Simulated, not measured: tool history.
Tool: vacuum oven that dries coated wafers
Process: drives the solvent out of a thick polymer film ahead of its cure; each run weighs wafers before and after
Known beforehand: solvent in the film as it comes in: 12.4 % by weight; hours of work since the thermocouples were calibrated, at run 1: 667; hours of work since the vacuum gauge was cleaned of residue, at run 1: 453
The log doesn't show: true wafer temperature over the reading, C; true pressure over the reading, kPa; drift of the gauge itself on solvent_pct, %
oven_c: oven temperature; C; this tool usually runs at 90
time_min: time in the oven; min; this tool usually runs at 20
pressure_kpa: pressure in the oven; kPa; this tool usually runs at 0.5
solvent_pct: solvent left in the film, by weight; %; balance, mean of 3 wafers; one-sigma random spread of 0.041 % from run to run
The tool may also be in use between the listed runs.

run	hour	oven_c	time_min	pressure_kpa	hours of work since the thermocouples were calibrated	hours of work since the vacuum gauge was cleaned of residue	solvent_pct
1	0	90	20	0.5	667	453	1.57
2	15.7	90	20	0.5	678	464	1.64
3	25.9	90	20	0.316	686	472	1.39
4	35.1	90	20	1.622	692	478	2.37
5	43.7	105	20	0.5	699	484	0.36
6	58.6	103	20	0.5	709	495	0.41
7	70.7	90	20	0.5	718	504	1.56
8	78.7	90	20	0.5	724	510	1.53
9	92.2	90	20	0.5	734	520	1.57
10	101.5	97	20	0.5	741	527	0.81
11	116.5	97	20	0.42	752	538	0.72
12	133.3	90	20	0.906	764	550	1.91
13	151	83	20	0.5	777	563	2.6
14	169.9	90	20	0.368	790	576	1.46
15	184.7	90	20	0.5	801	587	1.58
16	197.2	90	20	0.5	810	596	1.59
17	205.3	90	18	0.5	816	602	1.76
18	218.9	90	20	0.5	826	612	1.59
19	234.5	90	20	0.5	837	623	1.52
20	254.1	90	20	0.5	852	638	1.52
21	268.3	90	20	0.5	862	648	1.49
22	282.8	90	12	0.5	873	659	3.04
23	290.8	90	12	0.5	878	664	3.04
24	307.6	90	15	0.272	891	677	2.22
25	317.6	88	16	0.73	898	684	2.62
26	325.5	76	27	1.526	904	690	4.08
27	341.6	80	25	0.337	915	701	2.34
28	355.5	93	11	1.373	925	711	3.37
29	373.9	90	26	0.492	939	725	1.02
30	386.7	90	26	0.5	948	734	1.01
31	406.4	102	21	1.216	963	748	0.84
32	421.2	90	20	1.78	973	759	2.42
33	434.9	93	21	0.323	983	769	0.98
34	446.3	93	21	0.323	992	778	0.99
35	458.1	89	11	0.992	1000	786	3.86
36	474.6	89	26	1.075	1012	798	1.53
37	483.2	77	20	0.5	1018	804	3.76

Predict the results of run 38:
38	496.7	90	27	0.912	1028	814	?

{"run 38": {"solvent_pct": 1.27}}
On a tool with no hidden condition, and with the same random variation, this run would have come out at solvent_pct 1.26 %.
